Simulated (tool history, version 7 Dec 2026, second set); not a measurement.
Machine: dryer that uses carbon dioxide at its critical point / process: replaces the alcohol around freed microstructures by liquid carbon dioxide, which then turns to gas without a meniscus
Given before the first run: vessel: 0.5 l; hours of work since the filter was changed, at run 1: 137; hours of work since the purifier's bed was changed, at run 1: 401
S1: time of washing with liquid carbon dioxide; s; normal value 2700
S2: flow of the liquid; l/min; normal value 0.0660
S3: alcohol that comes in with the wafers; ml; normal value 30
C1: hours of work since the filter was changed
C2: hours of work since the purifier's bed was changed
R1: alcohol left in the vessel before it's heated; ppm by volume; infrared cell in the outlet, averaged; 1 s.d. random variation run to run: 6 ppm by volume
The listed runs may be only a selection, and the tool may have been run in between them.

run 1 day=0.000 | S1=2700 S2=0.0660 S3=30 | C1=137 C2=401 | R1=405
run 2 day=2.608 | S1=2700 S2=0.0660 S3=30 | C1=181 C2=446 | R1=437
-- day=3.688 inlet filter changed
run 3 day=4.933 | S1=2700 S2=0.0660 S3=30 | C1=21 C2=484 | R1=353
run 4 day=7.858 | S1=2700 S2=0.1040 S3=30 | C1=71 C2=534 | R1=161
run 5 day=9.996 | S1=2700 S2=0.1040 S3=30 | C1=107 C2=570 | R1=173
run 6 day=12.146 | S1=4080 S2=0.1040 S3=30 | C1=143 C2=607 | R1=169
run 7 day=13.733 | S1=4080 S2=0.1040 S3=30 | C1=170 C2=634 | R1=171
run 8 day=15.146 | S1=2700 S2=0.0660 S3=30 | C1=194 C2=658 | R1=535
-- day=15.608 inlet filter changed
run 9 day=16.850 | S1=3540 S2=0.0660 S3=30 | C1=21 C2=686 | R1=228
run 10 day=18.296 | S1=3540 S2=0.0660 S3=30 | C1=46 C2=710 | R1=227
run 11 day=20.175 | S1=1800 S2=0.0660 S3=30 | C1=77 C2=742 | R1=1780
run 12 day=21.454 | S1=1800 S2=0.0660 S3=30 | C1=99 C2=764 | R1=1847
run 13 day=23.262 | S1=2700 S2=0.0660 S3=30 | C1=130 C2=795 | R1=482
run 14 day=24.729 | S1=2700 S2=0.0660 S3=93 | C1=155 C2=819 | R1=1173
run 15 day=26.754 | S1=2700 S2=0.0660 S3=108 | C1=189 C2=854 | R1=1430
-- day=27.400 inlet filter changed
run 16 day=28.862 | S1=2700 S2=0.0660 S3=30 | C1=25 C2=889 | R1=467
run 17 day=30.312 | S1=2700 S2=0.0660 S3=30 | C1=49 C2=913 | R1=497
-- day=32.662 purifier's bed changed
run 18 day=33.079 | S1=2700 S2=0.0660 S3=30 | C1=94 C2=7 | R1=294
run 19 day=34.583 | S1=2700 S2=0.0660 S3=30 | C1=120 C2=33 | R1=295
run 20 day=36.175 | S1=2700 S2=0.0660 S3=30 | C1=147 C2=60 | R1=324
run 21 day=38.575 | S1=2700 S2=0.0660 S3=30 | C1=187 C2=100 | R1=360
-- day=39.438 inlet filter changed
run 22 day=40.079 | S1=2700 S2=0.0660 S3=30 | C1=11 C2=125 | R1=257
run 23 day=42.521 | S1=2700 S2=0.0653 S3=26 | C1=52 C2=167 | R1=272
run 24 day=44.750 | S1=2700 S2=0.0660 S3=88 | C1=90 C2=204 | R1=848
run 25 day=46.992 | S1=2220 S2=0.0968 S3=120 | C1=128 C2=242 | R1=481
run 26 day=48.542 | S1=2220 S2=0.0968 S3=120 | C1=154 C2=269 | R1=500
-- day=51.254 inlet filter changed
run 27 day=51.512 | S1=2160 S2=0.1056 S3=38 | C1=4 C2=318 | R1=147
run 28 day=53.675 | S1=2160 S2=0.0403 S3=71 | C1=41 C2=355 | R1=9454
run 29 day=55.962 | S1=2160 S2=0.0403 S3=71 | C1=80 C2=394 | R1=9924
run 30 day=57.829 | S1=2700 S2=0.0739 S3=30 | C1=112 C2=425 | R1=257
run 31 day=60.342 | S1=2580 S2=0.0889 S3=30 | C1=154 C2=468 | R1=195
run 32 day=61.538 | S1=2700 S2=0.0660 S3=49 | C1=174 C2=488 | R1=663
-- day=63.092 inlet filter changed
run 33 day=63.533 | S1=2700 S2=0.0660 S3=49 | C1=7 C2=522 | R1=509
run 34 day=65.196 | S1=2700 S2=0.0425 S3=115 | C1=36 C2=550 | R1=6427
run 35 day=66.512 | S1=1920 S2=0.0847 S3=36 | C1=58 C2=572 | R1=655
run 36 day=68.871 | S1=2160 S2=0.0578 S3=36 | C1=98 C2=612 | R1=1755
run 37 day=71.471 | S1=1920 S2=0.0987 S3=30 | C1=142 C2=656 | R1=405
run 38 day=73.771 | S1=1920 S2=0.0987 S3=30 | C1=181 C2=695 | R1=425
-- day=74.896 inlet filter changed
run 39 day=76.017 | S1=1740 S2=0.0660 S3=66 | C1=19 C2=733 | R1=3758
run 40 day=78.675 | S1=2280 S2=0.0660 S3=30 | C1=64 C2=778 | R1=787
run 41 day=80.958 | S1=2280 S2=0.0616 S3=30 | C1=103 C2=816 | R1=1056
run 42 day=82.283 | S1=2100 S2=0.0816 S3=53 | C1=125 C2=839 | R1=846
run 43 day=83.946 | S1=1620 S2=0.0660 S3=23 | C1=153 C2=867 | R1=2144

Alternative continuations, all from the tool just after run 43; predict every row:
run A day=86.383 | S1=1920 S2=0.0660 S3=23 | C1=195 C2=908 | R1=?
run B day=86.383 | S1=1620 S2=0.0660 S3=59 | C1=195 C2=908 | R1=?
run C day=86.383 | S1=2040 S2=0.0660 S3=23 | C1=195 C2=908 | R1=?
run D day=86.383 | S1=1620 S2=0.0660 S3=27 | C1=195 C2=908 | R1=?

run=A R1=1370
run=B R1=5296
run=C R1=1111
run=D R1=2532
With no hidden state in the tool, these same runs would have given:
run=A R1=858
run=B R1=3993
run=C R1=654
run=D R1=1816
